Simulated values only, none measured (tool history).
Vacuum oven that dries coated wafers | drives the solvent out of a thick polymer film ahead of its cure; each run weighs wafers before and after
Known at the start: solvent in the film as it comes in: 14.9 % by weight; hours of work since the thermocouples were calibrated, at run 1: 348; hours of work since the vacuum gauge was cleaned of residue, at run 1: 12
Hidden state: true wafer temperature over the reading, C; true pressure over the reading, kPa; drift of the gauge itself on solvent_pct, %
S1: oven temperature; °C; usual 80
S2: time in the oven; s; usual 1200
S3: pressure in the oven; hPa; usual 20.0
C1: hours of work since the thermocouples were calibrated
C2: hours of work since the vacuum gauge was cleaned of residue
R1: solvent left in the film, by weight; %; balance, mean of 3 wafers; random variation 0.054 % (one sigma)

| run | day | S1 | S2 | S3 | C1 | C2 | R1 |
|---|---|---|---|---|---|---|---|
| 1 | 0.000 | 80 | 1200 | 20.0 | 348 | 12 | 2.04 |
| 2 | 0.562 | 75 | 1200 | 20.0 | 356 | 19 | 3.24 |
| 3 | 0.954 | 75 | 1200 | 20.0 | 361 | 24 | 3.22 |
| 4 | 1.379 | 80 | 1500 | 20.0 | 367 | 30 | 1.67 |
| 5 | 1.975 | 80 | 1320 | 20.0 | 375 | 38 | 1.81 |
| 6 | 2.517 | 80 | 1320 | 20.0 | 382 | 45 | 1.82 |
| 7 | 3.021 | 80 | 1200 | 20.0 | 388 | 52 | 2.00 |
| 8 | 3.575 | 80 | 1200 | 20.0 | 396 | 59 | 1.97 |
| 9 | 4.133 | 80 | 1200 | 20.0 | 403 | 67 | 1.99 |
| 10 | 4.417 | 80 | 1200 | 20.0 | 407 | 70 | 2.08 |
| 11 | 4.933 | 80 | 1200 | 20.0 | 414 | 77 | 2.03 |
| 12 | 5.350 | 80 | 1200 | 20.0 | 419 | 83 | 1.96 |
| 13 | 5.908 | 80 | 1200 | 20.0 | 427 | 90 | 2.02 |
| 14 | 6.396 | 80 | 1200 | 20.0 | 433 | 97 | 1.98 |
| 15 | 6.729 | 80 | 1200 | 20.0 | 438 | 101 | 1.91 |
| 16 | 7.262 | 80 | 840 | 20.0 | 445 | 108 | 2.85 |
| 17 | 7.746 | 80 | 1200 | 20.0 | 451 | 115 | 2.05 |
| 18 | 8.229 | 80 | 1020 | 20.0 | 458 | 121 | 2.42 |
| 19 | 8.846 | 72 | 1200 | 20.0 | 466 | 129 | 4.14 |
| 20 | 9.117 | 72 | 1200 | 20.0 | 470 | 133 | 4.17 |
| 21 | 9.538 | 79 | 1320 | 76.4 | 475 | 138 | 5.71 |
| 22 | 9.817 | 84 | 1260 | 22.7 | 479 | 142 | 1.55 |
| 23 | 10.208 | 84 | 1260 | 22.7 | 484 | 147 | 1.50 |
| 24 | 10.496 | 74 | 1560 | 39.1 | 488 | 151 | 4.28 |
| 25 | 11.121 | 74 | 1560 | 39.1 | 496 | 159 | 4.29 |
| 26 | 11.721 | 89 | 1440 | 38.4 | 504 | 167 | 1.72 |
| 27 | 12.100 | 87 | 1920 | 67.5 | 509 | 173 | 3.36 |
| 28 | 12.642 | 89 | 1080 | 19.9 | 516 | 180 | 0.99 |
| 29 | 13.138 | 84 | 1200 | 14.9 | 523 | 186 | 1.21 |
| 30 | 13.433 | 86 | 1380 | 23.7 | 527 | 190 | 1.28 |
| 31 | 13.804 | 86 | 1380 | 23.7 | 532 | 195 | 1.42 |
| 32 | 14.321 | 78 | 1380 | 15.3 | 539 | 202 | 1.91 |
| 33 | 14.775 | 78 | 1380 | 15.3 | 545 | 208 | 1.83 |
| 34 | 15.192 | 78 | 1380 | 15.3 | 550 | 214 | 1.86 |
| 35 | 15.733 | 78 | 1380 | 15.3 | 558 | 221 | 1.90 |
| 36 | 16.050 | 80 | 1200 | 10.4 | 562 | 225 | 1.54 |
| 37 | 16.608 | 66 | 600 | 34.2 | 569 | 232 | 9.57 |
| 38 | 17.162 | 66 | 600 | 34.2 | 577 | 240 | 9.73 |
| 39 | 17.608 | 90 | 1140 | 18.6 | 582 | 246 | 0.90 |
| 40 | 17.938 | 67 | 1140 | 11.0 | 587 | 250 | 5.58 |

Some steps in R1 between neighbouring runs. How much of each would the tool show without its hidden state too (settings, what came in, random variation), and how much is left for the hidden state, with any gauge scatter that isn't in both results?
Run 25 -> 26: S1 74 -> 89, S2 1560 -> 1440, S3 39.1 -> 38.4. R1 -2.57 %: hidden state -0.05, all else -2.52.
Run 36 -> 37: S1 80 -> 66, S2 1200 -> 600, S3 10.4 -> 34.2. R1 +8.03 %: hidden state +0.03, all else +8.00.
Run 38 -> 39: S1 66 -> 90, S2 600 -> 1140, S3 34.2 -> 18.6. R1 -8.83 %: hidden state -0.06, all else -8.77.
Run 39 -> 40: S1 90 -> 67, S3 18.6 -> 11.0. R1 +4.68 %: hidden state +0.09, all else +4.59.

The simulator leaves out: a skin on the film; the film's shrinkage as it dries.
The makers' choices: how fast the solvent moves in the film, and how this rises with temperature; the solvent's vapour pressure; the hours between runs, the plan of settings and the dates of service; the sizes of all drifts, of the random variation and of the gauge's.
